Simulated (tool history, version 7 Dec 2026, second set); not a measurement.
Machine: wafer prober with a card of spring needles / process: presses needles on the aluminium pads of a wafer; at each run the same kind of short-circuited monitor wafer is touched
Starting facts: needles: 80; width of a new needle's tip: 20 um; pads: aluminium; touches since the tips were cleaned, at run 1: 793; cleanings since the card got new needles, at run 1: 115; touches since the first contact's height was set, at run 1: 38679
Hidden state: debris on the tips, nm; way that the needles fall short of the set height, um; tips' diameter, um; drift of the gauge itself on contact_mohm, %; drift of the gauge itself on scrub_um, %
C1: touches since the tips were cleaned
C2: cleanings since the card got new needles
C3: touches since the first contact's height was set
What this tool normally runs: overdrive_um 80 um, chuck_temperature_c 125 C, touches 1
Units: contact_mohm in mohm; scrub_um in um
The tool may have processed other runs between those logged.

Run 1, hour 0.0: usual settings; C1 793; C2 115; C3 38679. Result: contact_mohm 304 mohm, scrub_um 14.36 um.
At hour 9.3: tips cleaned on abrasive film.
At hour 20.6: tips cleaned on abrasive film.
Run 2, hour 27.8: usual settings; C1 5069; C2 117; C3 58034. Result: contact_mohm 617 mohm, scrub_um 14.35 um.
At hour 30.3: tips cleaned on abrasive film.
At hour 42.1: tips cleaned on abrasive film.
At hour 53.4: tips cleaned on abrasive film.
Run 3, hour 53.5: usual settings but touches 2; C1 39; C2 120; C3 75811. Result: contact_mohm 223 mohm, scrub_um 14.22 um.
At hour 62.8: height of the first contact set anew.
At hour 65.2: tips cleaned on abrasive film.
At hour 76.6: tips cleaned on abrasive film.
At hour 86.1: tips cleaned on abrasive film.
Run 4, hour 90.7: usual settings but touches 2; C1 3249; C2 123; C3 19396. Result: contact_mohm 376 mohm, scrub_um 14.38 um.
At hour 97.5: tips cleaned on abrasive film.
At hour 107.0: tips cleaned on abrasive film.
At hour 118.9: tips cleaned on abrasive film.
Run 5, hour 125.7: usual settings but chuck_temperature_c 81 C, touches 2; C1 4794; C2 126; C3 43692. Result: contact_mohm 448 mohm, scrub_um 14.29 um.
At hour 130.5: tips cleaned on abrasive film.
At hour 142.2: tips cleaned on abrasive film.
Run 6, hour 145.4: usual settings; C1 2272; C2 128; C3 57365. Result: contact_mohm 433 mohm, scrub_um 14.28 um.
At hour 152.5: tips cleaned on abrasive film.
At hour 164.2: tips cleaned on abrasive film.
Run 7, hour 169.3: usual settings; C1 3547; C2 130; C3 73928. Result: contact_mohm 564 mohm, scrub_um 14.29 um.
At hour 175.9: tips cleaned on abrasive film.
At hour 180.9: height of the first contact set anew.
At hour 185.7: tips cleaned on abrasive film.
Run 8, hour 192.6: usual settings; C1 4849; C2 132; C3 8144. Result: contact_mohm 613 mohm, scrub_um 14.44 um.
At hour 197.1: tips cleaned on abrasive film.
At hour 208.8: tips cleaned on abrasive film.
At hour 220.5: tips cleaned on abrasive film.
At hour 230.9: tips cleaned on abrasive film.
Run 9, hour 230.9: usual settings; C1 0; C2 136; C3 34677. Result: contact_mohm 234 mohm, scrub_um 14.36 um.
At hour 242.5: tips cleaned on abrasive film.
Run 10, hour 248.3: usual settings; C1 4080; C2 137; C3 46813. Result: contact_mohm 557 mohm, scrub_um 14.33 um.
At hour 252.7: tips cleaned on abrasive film.
At hour 264.3: tips cleaned on abrasive film.
At hour 275.2: tips cleaned on abrasive film.
At hour 284.7: tips cleaned on abrasive film.
Run 11, hour 287.0: usual settings; C1 1666; C2 141; C3 73702. Result: contact_mohm 446 mohm, scrub_um 14.26 um.
At hour 294.3: tips cleaned on abrasive film.
At hour 298.7: height of the first contact set anew.
At hour 305.4: tips cleaned on abrasive film.
Run 12, hour 313.5: usual settings; C1 5663; C2 143; C3 10325. Result: contact_mohm 638 mohm, scrub_um 14.41 um.
At hour 315.9: tips cleaned on abrasive film.
At hour 327.1: tips cleaned on abrasive film.
Run 13, hour 333.2: usual settings; C1 4263; C2 145; C3 23966. Result: contact_mohm 591 mohm, scrub_um 14.39 um.
At hour 337.7: tips cleaned on abrasive film.
At hour 349.1: tips cleaned on abrasive film.
At hour 358.6: tips cleaned on abrasive film.
Run 14, hour 367.3: usual settings but chuck_temperature_c 93 C; C1 6070; C2 148; C3 47680. Result: contact_mohm 695 mohm, scrub_um 14.29 um.
At hour 369.7: tips cleaned on abrasive film.
At hour 380.4: tips cleaned on abrasive film.
Run 15, hour 384.7: usual settings but overdrive_um 67 um; C1 2998; C2 150; C3 59718. Result: contact_mohm 624 mohm, scrub_um 11.94 um.
At hour 391.7: tips cleaned on abrasive film.
At hour 402.0: tips cleaned on abrasive film.
Run 16, hour 402.0: usual settings but overdrive_um 67 um, chuck_temperature_c 33 C; C1 0; C2 152; C3 71694. Result: contact_mohm 236 mohm, scrub_um 11.94 um.
At hour 413.8: tips cleaned on abrasive film.
At hour 416.5: height of the first contact set anew.
Run 17, hour 422.7: usual settings but overdrive_um 67 um, chuck_temperature_c 33 C; C1 6045; C2 153; C3 4398. Result: contact_mohm 997 mohm, scrub_um 12.09 um.
At hour 424.8: tips cleaned on abrasive film.
At hour 435.9: tips cleaned on abrasive film.
At hour 446.9: tips cleaned on abrasive film.
At hour 456.5: tips cleaned on abrasive film.
Run 18, hour 456.5: usual settings but overdrive_um 73 um; C1 0; C2 157; C3 27762. Result: contact_mohm 237 mohm, scrub_um 13.07 um.
At hour 467.6: tips cleaned on abrasive film.
Run 19, hour 474.4: usual settings but overdrive_um 62 um, chuck_temperature_c 56 C; C1 4813; C2 158; C3 40271. Result: contact_mohm 925 mohm, scrub_um 11.11 um.
At hour 479.2: tips cleaned on abrasive film.
At hour 490.5: tips cleaned on abrasive film.
At hour 501.7: tips cleaned on abrasive film.
At hour 512.3: tips cleaned on abrasive film.
Run 20, hour 514.7: usual settings but overdrive_um 62 um, chuck_temperature_c 56 C; C1 1661; C2 162; C3 68210. Result: contact_mohm 633 mohm, scrub_um 10.98 um.
At hour 524.2: tips cleaned on abrasive film.
At hour 533.7: height of the first contact set anew.
At hour 535.7: tips cleaned on abrasive film.
Run 21, hour 539.8: usual settings but overdrive_um 81 um, chuck_temperature_c 28 C, touches 2; C1 2886; C2 164; C3 4211. Result: contact_mohm 410 mohm, scrub_um 14.60 um.
At hour 546.5: tips cleaned on abrasive film.
At hour 556.0: tips cleaned on abrasive film.
At hour 567.3: tips cleaned on abrasive film.
At hour 576.8: tips cleaned on abrasive film.
Run 22, hour 579.7: usual settings but overdrive_um 78 um, chuck_temperature_c 28 C, touches 2; C1 1977; C2 168; C3 31867. Result: contact_mohm 364 mohm, scrub_um 14.03 um.
At hour 588.6: tips cleaned on abrasive film.
At hour 600.2: tips cleaned on abrasive film.
Run 23, hour 603.6: usual settings but overdrive_um 78 um, chuck_temperature_c 28 C, touches 2; C1 2361; C2 170; C3 48494. Result: contact_mohm 387 mohm, scrub_um 14.00 um.
At hour 610.6: tips cleaned on abrasive film.
At hour 622.2: tips cleaned on abrasive film.
At hour 633.6: tips cleaned on abrasive film.
Run 24, hour 637.6: usual settings but overdrive_um 78 um, chuck_temperature_c 28 C, touches 2; C1 2850; C2 173; C3 72130. Result: contact_mohm 433 mohm, scrub_um 13.96 um.
At hour 644.3: tips cleaned on abrasive film.
At hour 651.7: height of the first contact set anew.
At hour 654.1: tips cleaned on abrasive film.
Run 25, hour 657.4: usual settings but overdrive_um 78 um, chuck_temperature_c 28 C, touches 2; C1 2298; C2 175; C3 3946. Result: contact_mohm 378 mohm, scrub_um 14.05 um.
At hour 664.4: tips cleaned on abrasive film.
At hour 675.8: tips cleaned on abrasive film.
At hour 687.6: tips cleaned on abrasive film.
Run 26, hour 696.3: usual settings but overdrive_um 72 um, chuck_temperature_c 96 C, touches 2; C1 6032; C2 178; C3 30961. Result: contact_mohm 595 mohm, scrub_um 12.94 um.
At hour 698.7: tips cleaned on abrasive film.
At hour 709.7: tips cleaned on abrasive film.
At hour 721.3: tips cleaned on abrasive film.
Run 27, hour 725.8: usual settings; C1 3158; C2 181; C3 51439. Result: contact_mohm 581 mohm, scrub_um 14.26 um.

For some of the steps in contact_mohm from one run to the next: how much would appear even if the tool had no hidden state, given the settings, what came in and random variation, and how much remains for the hidden state plus any gauge scatter that the measured result and the result without hidden state don't share?
Run 16 -> 17: tips cleaned on abrasive film, height of the first contact set anew. contact_mohm +761 mohm: hidden state +760, all else +1.
Run 17 -> 18: overdrive_um 67 -> 73, chuck_temperature_c 33 -> 125, tips cleaned on abrasive film, tips cleaned on abrasive film, tips cleaned on abrasive film, tips cleaned on abrasive film. contact_mohm -760 mohm: hidden state -779, all else +19.

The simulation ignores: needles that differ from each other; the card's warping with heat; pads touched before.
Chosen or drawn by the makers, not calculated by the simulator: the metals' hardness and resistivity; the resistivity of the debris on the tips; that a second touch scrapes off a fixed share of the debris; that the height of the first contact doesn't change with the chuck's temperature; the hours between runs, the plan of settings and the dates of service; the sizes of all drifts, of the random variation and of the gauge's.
